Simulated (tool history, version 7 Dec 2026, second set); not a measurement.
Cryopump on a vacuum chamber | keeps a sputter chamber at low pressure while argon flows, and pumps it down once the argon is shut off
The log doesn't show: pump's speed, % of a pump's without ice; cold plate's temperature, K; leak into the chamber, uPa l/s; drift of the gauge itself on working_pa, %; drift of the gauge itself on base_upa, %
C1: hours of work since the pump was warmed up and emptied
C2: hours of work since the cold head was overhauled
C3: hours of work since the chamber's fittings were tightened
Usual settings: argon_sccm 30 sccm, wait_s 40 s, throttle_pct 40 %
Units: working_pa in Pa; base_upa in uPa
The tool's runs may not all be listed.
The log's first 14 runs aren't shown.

-- hour=639.4 leaking fittings of the chamber tightened, without venting
run 15 hour=639.4 | argon_sccm=30 wait_s=83 throttle_pct=40 | C1=102 C2=1263 C3=0 | working_pa=0.1123 base_upa=1.3
run 16 hour=677.1 | argon_sccm=30 wait_s=83 throttle_pct=40 | C1=123 C2=1284 C3=21 | working_pa=0.1123 base_upa=1.28
run 17 hour=716 | argon_sccm=30 wait_s=83 throttle_pct=40 | C1=145 C2=1306 C3=43 | working_pa=0.1122 base_upa=1.32
run 18 hour=746.1 | argon_sccm=30 wait_s=40 throttle_pct=29 | C1=161 C2=1323 C3=59 | working_pa=0.1561 base_upa=2.43
run 19 hour=771.3 | argon_sccm=24 wait_s=64 throttle_pct=21 | C1=176 C2=1337 C3=73 | working_pa=0.1674 base_upa=1.61
run 20 hour=819.4 | argon_sccm=24 wait_s=64 throttle_pct=21 | C1=202 C2=1363 C3=100 | working_pa=0.1696 base_upa=1.72
run 21 hour=857.3 | argon_sccm=24 wait_s=64 throttle_pct=21 | C1=223 C2=1385 C3=121 | working_pa=0.1708 base_upa=1.81
run 22 hour=886.7 | argon_sccm=35 wait_s=40 throttle_pct=40 | C1=240 C2=1401 C3=138 | working_pa=0.1308 base_upa=2.5
run 23 hour=928.3 | argon_sccm=35 wait_s=40 throttle_pct=40 | C1=263 C2=1424 C3=161 | working_pa=0.1328 base_upa=2.43
run 24 hour=967.4 | argon_sccm=35 wait_s=40 throttle_pct=40 | C1=285 C2=1446 C3=183 | working_pa=0.132 base_upa=2.55
run 25 hour=1003 | argon_sccm=35 wait_s=40 throttle_pct=40 | C1=305 C2=1466 C3=202 | working_pa=0.1318 base_upa=2.62
run 26 hour=1042.2 | argon_sccm=35 wait_s=40 throttle_pct=40 | C1=326 C2=1488 C3=224 | working_pa=0.1316 base_upa=2.58
run 27 hour=1099 | argon_sccm=35 wait_s=40 throttle_pct=40 | C1=358 C2=1519 C3=256 | working_pa=0.1325 base_upa=2.67
run 28 hour=1124.2 | argon_sccm=35 wait_s=40 throttle_pct=40 | C1=372 C2=1533 C3=270 | working_pa=0.1332 base_upa=2.63
run 29 hour=1160.9 | argon_sccm=35 wait_s=40 throttle_pct=40 | C1=392 C2=1554 C3=290 | working_pa=0.1338 base_upa=2.63
run 30 hour=1213.8 | argon_sccm=30 wait_s=40 throttle_pct=24 | C1=422 C2=1583 C3=320 | working_pa=0.188 base_upa=2.73
run 31 hour=1249.1 | argon_sccm=30 wait_s=40 throttle_pct=27 | C1=442 C2=1603 C3=340 | working_pa=0.1675 base_upa=2.76
run 32 hour=1291.9 | argon_sccm=30 wait_s=40 throttle_pct=27 | C1=465 C2=1627 C3=363 | working_pa=0.1679 base_upa=2.77
run 33 hour=1336.5 | argon_sccm=30 wait_s=40 throttle_pct=34 | C1=490 C2=1651 C3=388 | working_pa=0.1339 base_upa=2.88

Forecast each of these 5 alternatives for the next run:
run A hour=1381.7 | argon_sccm=30 wait_s=40 throttle_pct=20 | C1=515 C2=1677 C3=413 | working_pa=? base_upa=?
run B hour=1381.7 | argon_sccm=30 wait_s=40 throttle_pct=47 | C1=515 C2=1677 C3=413 | working_pa=? base_upa=?
run C hour=1381.7 | argon_sccm=36 wait_s=40 throttle_pct=34 | C1=515 C2=1677 C3=413 | working_pa=? base_upa=?
run D hour=1381.7 | argon_sccm=27 wait_s=40 throttle_pct=34 | C1=515 C2=1677 C3=413 | working_pa=? base_upa=?
run E hour=1381.7 | argon_sccm=15 wait_s=40 throttle_pct=16 | C1=515 C2=1677 C3=413 | working_pa=? base_upa=?

run=A working_pa=0.2264 base_upa=2.84
run=B working_pa=0.0983 base_upa=2.87
run=C working_pa=0.1613 base_upa=2.75
run=D working_pa=0.1207 base_upa=2.85
run=E working_pa=0.1397 base_upa=2.91
Without the tool's hidden state the same runs would have given:
run=A working_pa=0.222 base_upa=2.22
run=B working_pa=0.094 base_upa=2.24
run=C working_pa=0.156 base_upa=2.15
run=D working_pa=0.1168 base_upa=2.22
run=E working_pa=0.1375 base_upa=2.28
